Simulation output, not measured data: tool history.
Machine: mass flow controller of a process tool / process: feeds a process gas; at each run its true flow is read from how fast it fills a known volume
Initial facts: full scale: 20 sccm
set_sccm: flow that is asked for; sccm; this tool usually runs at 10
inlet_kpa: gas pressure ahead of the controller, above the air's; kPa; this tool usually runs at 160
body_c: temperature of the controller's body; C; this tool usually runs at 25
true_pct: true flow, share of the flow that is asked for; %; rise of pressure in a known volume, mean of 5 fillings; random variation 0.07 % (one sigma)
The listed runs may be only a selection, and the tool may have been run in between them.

run,hour,set_sccm,inlet_kpa,body_c,true_pct
1,0.0,10,160,25,98.87
2,320.3,10,160,25,98.73
3,728.4,10,182,25,98.75
4,1109.6,10,160,34,98.04
5,1546.8,10,160,34,97.94
6,2067.8,10,160,34,97.89
7,2441.5,10,160,34,97.75
8,2750.4,10,160,32,97.95
9,3245.5,10,239,25,98.72
10,3774.2,10,179,25,98.24
11,4094.9,10,179,25,98.03
12,4456.6,10,179,25,98.19
13,4724.9,10,160,25,97.86
14,5270.9,10,160,32,97.36
15,5692.8,10,160,32,97.29
16,6035.0,10,160,32,98.24
17,6533.5,10,160,32,98.28
18,6956.7,10,154,25,98.53
19,7429.9,10,160,25,98.48
20,7761.5,10,160,25,98.48
21,8024.5,10,160,25,98.35
22,8263.8,7,160,25,97.92
23,8769.8,7,160,25,98.02
24,9256.5,17,160,25,98.81
25,9676.1,14,160,25,98.49
26,10101.7,14,160,25,98.41
27,10605.2,9,142,21,97.98
28,10882.4,9,142,21,97.80
29,11291.7,3,160,36,96.55
30,11567.5,3,160,36,96.40
31,11931.7,4,141,30,96.57
32,12439.0,10,258,25,98.35
33,12738.2,10,258,25,98.25
34,13034.4,3,250,28,97.28
35,13471.5,3,250,28,97.20
36,13898.7,3,250,28,97.17
37,14297.9,3,250,28,97.11
38,14638.7,7,160,27,96.81
39,15050.7,7,160,27,96.72
40,15458.8,18,178,25,97.83
41,15730.9,9,146,34,96.19
42,16022.2,9,146,34,96.16
43,16459.0,10,198,35,96.53
44,16951.7,17,243,30,97.56
45,17309.4,17,243,30,97.49
46,17724.4,3,148,25,95.76
47,18240.7,6,192,34,95.89

Put back what was entered between runs (3 entries, withheld): which listed runs does each sit between, and how does the hidden state differ from the listed run before to the listed run after?
Run 15 -> run 16: gauge calibrated (hour 5872.3)
  drift of the gauge itself on true_pct, %: -1.09 -> -0.03
  measured result minus the result with no hidden state, true_pct: -1.08 -> -0.04 %
Run 19 -> run 20: controller's zero set anew (hour 7735.6)
  flow at rest that the sensor doesn't see, % of full scale: -0.008 -> 0; drift of the gauge itself on true_pct, %: -0.3 -> -0.36
  measured result minus the result with no hidden state, true_pct: -0.30 -> -0.35 %
Run 46 -> run 47: controller's zero set anew (hour 18074.9)
  flow at rest that the sensor doesn't see, % of full scale: -0.008 -> 0; drift of the gauge itself on true_pct, %: -2.28 -> -2.38
  measured result minus the result with no hidden state, true_pct: -2.26 -> -2.31 %
